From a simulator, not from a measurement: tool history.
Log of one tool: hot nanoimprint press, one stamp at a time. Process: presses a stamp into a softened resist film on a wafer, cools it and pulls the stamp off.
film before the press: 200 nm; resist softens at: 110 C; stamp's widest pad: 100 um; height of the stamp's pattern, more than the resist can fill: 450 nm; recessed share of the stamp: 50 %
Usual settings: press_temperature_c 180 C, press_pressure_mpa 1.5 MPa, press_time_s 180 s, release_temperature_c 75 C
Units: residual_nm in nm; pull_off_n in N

run	hour	press_temperature_c	press_pressure_mpa	press_time_s	release_temperature_c	residual_nm	pull_off_n
1	0	180	1.5	180	75	106.7	231
2	22.4	180	1.5	180	75	106.9	239
3	40.8	180	1.5	180	75	106.4	234
4	60.4	180	0.98	180	75	130.6	238
5	79.9	180	0.98	180	75	130.1	241
6	100.9	180	0.98	180	75	130.2	245
# hour 106.4: plate thermocouple calibrated
7	126.2	180	0.98	180	75	128.6	243
8	142.3	181	0.98	180	75	123.9	244
# hour 158.8: plate thermocouple calibrated, once more
9	167.3	177	1.18	285	75	122.4	250
10	192.1	180	1.75	180	63	101.2	319
11	215	180	1.75	180	63	101.2	316
# hour 232.8: stamp cleaned and given a new release coat
12	234.5	190	1.5	92	75	90.9	208
13	250.1	188	1.38	91	83	102.7	175
14	273.9	180	0.98	180	83	133.9	172

3 ways to go on from here, each from the tool as it stands after run 14. What would each give?
A	290.4	180	1.77	102	83	?	?
B	290.4	173	0.98	180	83	?	?
C	290.4	180	1.09	180	75	?	?

run	residual_nm	pull_off_n
A	118	179
B	164.3	170
C	127.4	214
Without the tool's hidden state the same runs would have given:
run	residual_nm	pull_off_n
A	117.6	178
B	164.9	169
C	127.9	212
